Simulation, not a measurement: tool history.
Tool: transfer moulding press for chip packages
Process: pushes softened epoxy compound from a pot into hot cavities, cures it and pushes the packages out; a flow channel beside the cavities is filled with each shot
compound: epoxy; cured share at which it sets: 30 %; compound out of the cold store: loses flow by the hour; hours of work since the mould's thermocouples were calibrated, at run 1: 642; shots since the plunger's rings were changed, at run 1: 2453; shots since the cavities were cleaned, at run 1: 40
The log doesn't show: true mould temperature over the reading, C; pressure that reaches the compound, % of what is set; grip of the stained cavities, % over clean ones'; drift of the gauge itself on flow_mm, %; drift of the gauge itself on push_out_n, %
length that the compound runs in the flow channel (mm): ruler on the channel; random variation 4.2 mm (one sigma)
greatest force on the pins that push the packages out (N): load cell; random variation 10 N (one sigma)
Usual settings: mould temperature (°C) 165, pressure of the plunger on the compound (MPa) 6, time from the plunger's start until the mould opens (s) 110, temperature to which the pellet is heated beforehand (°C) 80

| run | day | mould temperature (°C) | pressure of the plunger on the compound (MPa) | time from the plunger's start until the mould opens (s) | temperature to which the pellet is heated beforehand (°C) | hours of work since the mould's thermocouples were calibrated | shots since the plunger's rings were changed | shots since the cavities were cleaned | incoming compound's hours out of the cold store | length that the compound runs in the flow channel (mm) | greatest force on the pins that push the packages out (N) |
|---|---|---|---|---|---|---|---|---|---|---|---|
| 1 | 0 | 165 | 6 | 110 | 80 | 642 | 2453 | 40 | 30.1 | 828 | 474 |
| 2 | 1.817 | 165 | 6 | 110 | 80 | 668 | 2897 | 484 | 40.9 | 765 | 697 |
| 3 | 3.388 | 165 | 6 | 110 | 80 | 691 | 3281 | 868 | 24.5 | 853 | 780 |
|  | 3.604 | cavities cleaned with cleaning compound and waxed |
| 4 | 4.408 | 165 | 6 | 110 | 80 | 705 | 3516 | 197 | 40.8 | 760 | 933 |
|  | 4.792 | plunger's sealing rings changed |
| 5 | 6.083 | 165 | 6 | 116 | 80 | 728 | 315 | 580 | 27 | 887 | 855 |
|  | 7.392 | cavities cleaned with cleaning compound and waxed |
| 6 | 7.625 | 165 | 6 | 110 | 76 | 749 | 677 | 58 | 9.4 | 1006 | 490 |
| 7 | 9.212 | 165 | 6 | 110 | 76 | 772 | 1065 | 446 | 30.2 | 860 | 677 |
|  | 10.742 | cavities cleaned with cleaning compound and waxed, once more |
| 8 | 10.779 | 165 | 6 | 110 | 76 | 794 | 1432 | 9 | 11.6 | 979 | 456 |
| 9 | 11.975 | 165 | 6 | 110 | 80 | 811 | 1725 | 302 | 29.5 | 845 | 602 |
|  | 12.538 | mould's thermocouples calibrated |
| 10 | 13.279 | 165 | 6 | 110 | 80 | 11 | 2023 | 600 | 34.5 | 827 | 742 |
|  | 14.579 | cavities cleaned with cleaning compound and waxed |
| 11 | 14.833 | 165 | 6 | 110 | 80 | 32 | 2388 | 63 | 40.3 | 790 | 518 |
| 12 | 16.129 | 165 | 6 | 110 | 80 | 51 | 2704 | 379 | 12.3 | 953 | 721 |
| 13 | 17.35 | 165 | 6 | 110 | 71 | 69 | 3003 | 678 | 28 | 845 | 759 |
|  | 18.317 | cavities cleaned with cleaning compound and waxed |
| 14 | 18.342 | 165 | 6 | 110 | 71 | 83 | 3230 | 6 | 45.8 | 744 | 479 |
|  | 19.967 | plunger's sealing rings changed |
| 15 | 20.492 | 165 | 6 | 110 | 71 | 112 | 128 | 506 | 28.4 | 894 | 712 |
| 16 | 21.546 | 170 | 6 | 110 | 87 | 128 | 385 | 763 | 15.7 | 949 | 749 |
|  | 22.204 | cavities cleaned with cleaning compound and waxed |
| 17 | 22.592 | 160 | 6 | 110 | 80 | 142 | 625 | 94 | 33.2 | 879 | 616 |
| 18 | 24.021 | 160 | 6 | 110 | 80 | 163 | 975 | 444 | 47.5 | 785 | 743 |
| 19 | 25.021 | 160 | 6 | 110 | 80 | 177 | 1220 | 689 | 36.9 | 845 | 814 |
|  | 25.879 | cavities cleaned with cleaning compound and waxed |
| 20 | 25.946 | 165 | 6.81 | 110 | 80 | 190 | 1430 | 16 | 33.7 | 884 | 474 |
| 21 | 26.946 | 165 | 4.54 | 110 | 78 | 204 | 1675 | 261 | 13.7 | 839 | 632 |
| 22 | 28.825 | 173 | 4.54 | 110 | 79 | 232 | 2134 | 720 | 32.2 | 705 | 716 |
|  | 29.667 | cavities cleaned with cleaning compound and waxed |
| 23 | 30.379 | 173 | 4.54 | 110 | 79 | 253 | 2498 | 174 | 31 | 705 | 553 |
| 24 | 31.254 | 173 | 4.54 | 110 | 79 | 266 | 2713 | 389 | 15.3 | 777 | 638 |
| 25 | 32.192 | 173 | 4.54 | 110 | 79 | 280 | 2941 | 617 | 12.5 | 797 | 700 |
|  | 33.35 | cavities cleaned with cleaning compound and waxed |
| 26 | 33.679 | 173 | 4.54 | 110 | 79 | 300 | 3290 | 80 | 17 | 758 | 490 |
|  | 34.95 | plunger's sealing rings changed |
| 27 | 35.358 | 173 | 6 | 110 | 73 | 323 | 100 | 465 | 9.2 | 975 | 668 |
| 28 | 36.512 | 161 | 6 | 110 | 73 | 340 | 381 | 746 | 38 | 847 | 816 |

3 ways to go on from here, each from the tool as it stands after run 28. What would each give?
|  | 37.154 | cavities cleaned with cleaning compound and waxed |
| A | 37.8 | 165 | 4.57 | 132 | 71 | 358 | 681 | 158 | 43.7 | ? | ? |
|  | 37.154 | cavities cleaned with cleaning compound and waxed |
| B | 37.8 | 165 | 6 | 110 | 75 | 358 | 681 | 158 | 31.6 | ? | ? |
|  | 37.154 | cavities cleaned with cleaning compound and waxed |
| C | 37.8 | 161 | 6 | 110 | 80 | 358 | 681 | 158 | 15.2 | ? | ? |

| run | length that the compound runs in the flow channel (mm) | greatest force on the pins that push the packages out (N) |
|---|---|---|
| A | 687 | 541 |
| B | 852 | 575 |
| C | 984 | 626 |
Without the tool's hidden state the same runs would have given:
| run | length that the compound runs in the flow channel (mm) | greatest force on the pins that push the packages out (N) |
|---|---|---|
| A | 699 | 434 |
| B | 868 | 466 |
| C | 1002 | 517 |
